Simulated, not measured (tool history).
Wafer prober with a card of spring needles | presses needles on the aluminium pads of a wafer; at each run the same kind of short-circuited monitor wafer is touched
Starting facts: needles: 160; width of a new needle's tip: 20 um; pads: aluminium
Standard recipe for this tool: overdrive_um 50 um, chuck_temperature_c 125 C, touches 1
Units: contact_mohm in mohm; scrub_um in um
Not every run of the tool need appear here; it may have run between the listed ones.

run,day,overdrive_um,chuck_temperature_c,touches,contact_mohm,scrub_um
1,0,50,125,1,251,7.54
# day 0.071: tips cleaned on abrasive film
# day 0.412: tips cleaned on abrasive film
# day 0.683: tips cleaned on abrasive film
# day 1.025: tips cleaned on abrasive film
# day 1.362: tips cleaned on abrasive film
2,1.583,50,125,1,254,7.43
# day 1.658: tips cleaned on abrasive film
# day 1.996: tips cleaned on abrasive film
# day 2.271: tips cleaned on abrasive film
# day 2.608: tips cleaned on abrasive film
3,2.625,50,125,1,172,7.36
# day 2.9: tips cleaned on abrasive film
# day 3.238: tips cleaned on abrasive film
# day 3.383: height of the first contact set anew
# day 3.592: tips cleaned on abrasive film
4,3.679,50,125,1,209,7.58
# day 3.883: tips cleaned on abrasive film
# day 4.154: tips cleaned on abrasive film
# day 4.429: tips cleaned on abrasive film
# day 4.767: tips cleaned on abrasive film
5,4.838,50,125,1,208,7.55
# day 5.042: tips cleaned on abrasive film
# day 5.379: tips cleaned on abrasive film
# day 5.721: tips cleaned on abrasive film
# day 6.062: tips cleaned on abrasive film
# day 6.4: tips cleaned on abrasive film
6,6.433,50,125,1,189,7.44
# day 6.704: tips cleaned on abrasive film
# day 6.975: tips cleaned on abrasive film
# day 7.317: tips cleaned on abrasive film
# day 7.654: tips cleaned on abrasive film
7,7.879,50,125,2,213,7.38
# day 7.95: tips cleaned on abrasive film
# day 8.229: height of the first contact set anew
# day 8.3: tips cleaned on abrasive film
# day 8.642: tips cleaned on abrasive film
# day 8.979: tips cleaned on abrasive film
# day 9.292: tips cleaned on abrasive film
8,9.292,50,31,1,146,7.54
# day 9.629: tips cleaned on abrasive film
# day 9.904: tips cleaned on abrasive film
9,10.012,50,31,1,236,7.5
# day 10.217: tips cleaned on abrasive film
# day 10.492: tips cleaned on abrasive film
# day 10.829: tips cleaned on abrasive film
# day 11.1: tips cleaned on abrasive film
# day 11.442: tips cleaned on abrasive film
10,11.454,50,31,1,163,7.44
# day 11.729: tips cleaned on abrasive film
# day 12: tips cleaned on abrasive film
# day 12.338: tips cleaned on abrasive film
11,12.425,69,31,1,173,10.27
# day 12.629: tips cleaned on abrasive film
# day 12.971: tips cleaned on abrasive film
# day 13.05: height of the first contact set anew
# day 13.321: tips cleaned on abrasive film
12,13.425,31,48,2,280,4.67
# day 13.629: tips cleaned on abrasive film
# day 13.971: tips cleaned on abrasive film
# day 14.308: tips cleaned on abrasive film
# day 14.65: tips cleaned on abrasive film
13,14.871,51,72,3,181,7.68
# day 14.942: tips cleaned on abrasive film
# day 15.279: tips cleaned on abrasive film
# day 15.621: tips cleaned on abrasive film
14,15.779,37,80,1,324,5.5
# day 15.921: tips cleaned on abrasive film
# day 16.258: tips cleaned on abrasive film
# day 16.6: tips cleaned on abrasive film
# day 16.938: tips cleaned on abrasive film
15,17.067,38,125,1,302,5.6
# day 17.271: tips cleaned on abrasive film
# day 17.612: tips cleaned on abrasive film
# day 17.871: height of the first contact set anew
16,17.871,31,71,2,340,4.73
# day 17.942: tips cleaned on abrasive film
# day 18.283: tips cleaned on abrasive film
# day 18.621: tips cleaned on abrasive film
# day 18.896: tips cleaned on abrasive film
# day 19.233: tips cleaned on abrasive film
# day 19.508: tips cleaned on abrasive film
17,19.508,31,71,2,181,4.61
# day 19.783: tips cleaned on abrasive film
# day 20.121: tips cleaned on abrasive film
# day 20.462: tips cleaned on abrasive film
18,20.704,51,71,2,216,7.6
# day 20.775: tips cleaned on abrasive film
# day 21.046: tips cleaned on abrasive film
# day 21.317: tips cleaned on abrasive film
# day 21.658: tips cleaned on abrasive film
19,21.75,35,51,2,266,5.09
# day 21.958: tips cleaned on abrasive film
# day 22.229: tips cleaned on abrasive film
# day 22.571: tips cleaned on abrasive film
# day 22.717: height of the first contact set anew
# day 22.908: tips cleaned on abrasive film
20,22.908,45,37,2,146,6.81

Here are 4 independent what-if runs from the current tool condition. What would each one return?
# day 23.25: tips cleaned on abrasive film
# day 23.588: tips cleaned on abrasive film
# day 23.929: tips cleaned on abrasive film
# day 24.267: tips cleaned on abrasive film
A,24.521,45,99,2,?,?
# day 23.25: tips cleaned on abrasive film
# day 23.588: tips cleaned on abrasive film
# day 23.929: tips cleaned on abrasive film
# day 24.267: tips cleaned on abrasive film
B,24.521,52,26,1,?,?
# day 23.25: tips cleaned on abrasive film
# day 23.588: tips cleaned on abrasive film
# day 23.929: tips cleaned on abrasive film
# day 24.267: tips cleaned on abrasive film
C,24.521,51,125,3,?,?
# day 23.25: tips cleaned on abrasive film
# day 23.588: tips cleaned on abrasive film
# day 23.929: tips cleaned on abrasive film
# day 24.267: tips cleaned on abrasive film
D,24.521,53,68,1,?,?

run,contact_mohm,scrub_um
A,247,6.73
B,274,7.83
C,194,7.69
D,269,7.99
With the hidden condition removed and each run's random variation left untouched, the same runs would have given:
run,contact_mohm,scrub_um
A,145,6.82
B,131,7.92
C,146,7.78
D,138,8.07

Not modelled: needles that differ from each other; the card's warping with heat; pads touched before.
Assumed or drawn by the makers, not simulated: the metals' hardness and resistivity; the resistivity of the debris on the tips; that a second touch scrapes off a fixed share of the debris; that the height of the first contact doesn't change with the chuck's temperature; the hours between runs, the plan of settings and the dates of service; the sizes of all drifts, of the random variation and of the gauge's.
